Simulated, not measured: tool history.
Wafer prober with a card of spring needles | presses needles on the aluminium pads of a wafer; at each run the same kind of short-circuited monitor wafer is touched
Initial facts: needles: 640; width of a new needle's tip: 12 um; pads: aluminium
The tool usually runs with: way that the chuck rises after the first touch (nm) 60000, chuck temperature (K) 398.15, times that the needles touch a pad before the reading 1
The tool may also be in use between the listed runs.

| run | hour | way that the chuck rises after the first touch (nm) | chuck temperature (K) | times that the needles touch a pad before the reading | resistance of one needle with its contact and lead (mohm) | way that a needle slides on the pad (nm) |
|---|---|---|---|---|---|---|
| 1 | 0 | 60000 | 398.15 | 1 | 299 | 11330 |
|  | 7.6 | tips cleaned on abrasive film |
|  | 26.9 | tips cleaned on abrasive film |
| 2 | 31.9 | 60000 | 398.15 | 1 | 278 | 11260 |
|  | 44 | tips cleaned on abrasive film |
|  | 63 | tips cleaned on abrasive film |
|  | 81.9 | tips cleaned on abrasive film |
| 3 | 85.6 | 60000 | 398.15 | 1 | 278 | 11170 |
|  | 99.8 | tips cleaned on abrasive film |
|  | 118.6 | tips cleaned on abrasive film |
| 4 | 130.2 | 60000 | 398.15 | 1 | 296 | 11190 |
|  | 137.4 | tips cleaned on abrasive film |
|  | 157.2 | tips cleaned on abrasive film |
|  | 175.5 | tips cleaned on abrasive film |
| 5 | 182.7 | 60000 | 302.15 | 1 | 265 | 11150 |
|  | 193.6 | tips cleaned on abrasive film |
|  | 212 | tips cleaned on abrasive film |
|  | 230.1 | tips cleaned on abrasive film |
|  | 244.2 | tips cleaned on abrasive film, once more |
| 6 | 245.8 | 60000 | 392.15 | 1 | 263 | 11110 |
|  | 261.2 | tips cleaned on abrasive film |
|  | 279.6 | tips cleaned on abrasive film |
| 7 | 291.5 | 60000 | 392.15 | 1 | 301 | 11140 |
|  | 298.8 | tips cleaned on abrasive film |
|  | 317.1 | tips cleaned on abrasive film |
| 8 | 324.9 | 60000 | 392.15 | 1 | 291 | 11140 |
|  | 336.9 | tips cleaned on abrasive film |
|  | 354.7 | tips cleaned on abrasive film |
|  | 365.7 | height of the first contact set anew |
|  | 372.6 | tips cleaned on abrasive film |
| 9 | 380.4 | 60000 | 392.15 | 1 | 290 | 11370 |
|  | 391.5 | tips cleaned on abrasive film |
|  | 410.5 | tips cleaned on abrasive film |
|  | 427.8 | tips cleaned on abrasive film |
| 10 | 432 | 60000 | 359.15 | 1 | 266 | 11390 |
|  | 447 | tips cleaned on abrasive film |
|  | 465.8 | tips cleaned on abrasive film |
| 11 | 479.2 | 60000 | 359.15 | 1 | 301 | 11370 |
|  | 482.1 | tips cleaned on abrasive film |
|  | 502 | tips cleaned on abrasive film |
|  | 521.6 | tips cleaned on abrasive film |
| 12 | 535.8 | 60000 | 359.15 | 1 | 302 | 11370 |
|  | 539.9 | tips cleaned on abrasive film |
|  | 559.9 | tips cleaned on abrasive film |
|  | 579.3 | tips cleaned on abrasive film |
| 13 | 585.4 | 60000 | 359.15 | 1 | 277 | 11360 |
|  | 597.5 | tips cleaned on abrasive film |
|  | 616.3 | tips cleaned on abrasive film |
| 14 | 619.4 | 60000 | 359.15 | 1 | 265 | 11330 |
|  | 633.2 | tips cleaned on abrasive film |
|  | 653.2 | tips cleaned on abrasive film |
| 15 | 659.2 | 61000 | 398.15 | 1 | 282 | 11460 |
|  | 671.2 | tips cleaned on abrasive film |
|  | 691.3 | tips cleaned on abrasive film |
| 16 | 691.3 | 61000 | 398.15 | 1 | 252 | 11470 |
|  | 710.6 | tips cleaned on abrasive film |
| 17 | 721.5 | 61000 | 398.15 | 1 | 300 | 11390 |
|  | 729.1 | tips cleaned on abrasive film |
|  | 746.5 | tips cleaned on abrasive film |
| 18 | 748.4 | 48000 | 375.15 | 2 | 266 | 8950 |
|  | 764.5 | tips cleaned on abrasive film |
|  | 783.1 | tips cleaned on abrasive film |
| 19 | 798.2 | 48000 | 375.15 | 2 | 299 | 8970 |
|  | 802.2 | tips cleaned on abrasive film |
|  | 822.3 | tips cleaned on abrasive film |
| 20 | 832.5 | 78000 | 314.15 | 1 | 270 | 14610 |
|  | 840.6 | tips cleaned on abrasive film |
|  | 860.2 | tips cleaned on abrasive film |
| 21 | 870.8 | 66000 | 308.15 | 2 | 255 | 12360 |
|  | 877.9 | tips cleaned on abrasive film |
|  | 895.6 | tips cleaned on abrasive film |
| 22 | 903.2 | 61000 | 329.15 | 1 | 281 | 11330 |
|  | 915.3 | tips cleaned on abrasive film |
|  | 919.5 | height of the first contact set anew |
|  | 933.7 | tips cleaned on abrasive film |
|  | 953.7 | tips cleaned on abrasive film |
| 23 | 955.1 | 61000 | 329.15 | 1 | 246 | 11530 |
|  | 970.7 | tips cleaned on abrasive film |
|  | 990.2 | tips cleaned on abrasive film |
| 24 | 1002.7 | 61000 | 329.15 | 1 | 295 | 11560 |
|  | 1006.8 | tips cleaned on abrasive film |
|  | 1025.6 | tips cleaned on abrasive film |
|  | 1041.9 | tips cleaned on abrasive film |
| 25 | 1041.9 | 61000 | 329.15 | 1 | 239 | 11510 |
|  | 1061.2 | tips cleaned on abrasive film |
|  | 1081.1 | tips cleaned on abrasive film |
| 26 | 1095.9 | 45000 | 331.15 | 2 | 302 | 8460 |
|  | 1099.5 | tips cleaned on abrasive film |
|  | 1118.3 | tips cleaned on abrasive film |
| 27 | 1129.2 | 78000 | 305.15 | 1 | 259 | 14740 |
|  | 1137.2 | tips cleaned on abrasive film |
|  | 1156.7 | tips cleaned on abrasive film |
| 28 | 1159.9 | 78000 | 305.15 | 1 | 244 | 14780 |

Branching from run 28: 5 alternative next runs. What would each branch give?
|  | 1175.1 | tips cleaned on abrasive film |
|  | 1194.1 | tips cleaned on abrasive film |
| A | 1197 | 78000 | 370.15 | 1 | ? | ? |
|  | 1175.1 | tips cleaned on abrasive film |
|  | 1194.1 | tips cleaned on abrasive film |
| B | 1197 | 78000 | 305.15 | 2 | ? | ? |
|  | 1175.1 | tips cleaned on abrasive film |
|  | 1194.1 | tips cleaned on abrasive film |
| C | 1197 | 59000 | 305.15 | 1 | ? | ? |
|  | 1175.1 | tips cleaned on abrasive film |
|  | 1194.1 | tips cleaned on abrasive film |
| D | 1197 | 78000 | 384.15 | 2 | ? | ? |
|  | 1175.1 | tips cleaned on abrasive film |
|  | 1194.1 | tips cleaned on abrasive film |
| E | 1197 | 60000 | 352.15 | 1 | ? | ? |

| run | resistance of one needle with its contact and lead (mohm) | way that a needle slides on the pad (nm) |
|---|---|---|
| A | 255 | 14700 |
| B | 231 | 14730 |
| C | 256 | 11060 |
| D | 249 | 14780 |
| E | 261 | 11300 |
The same runs, with their run-to-run variation unchanged, on a tool lacking any hidden condition would have given:
| run | resistance of one needle with its contact and lead (mohm) | way that a needle slides on the pad (nm) |
|---|---|---|
| A | 238 | 14840 |
| B | 220 | 14870 |
| C | 228 | 11190 |
| D | 239 | 14920 |
| E | 236 | 11440 |
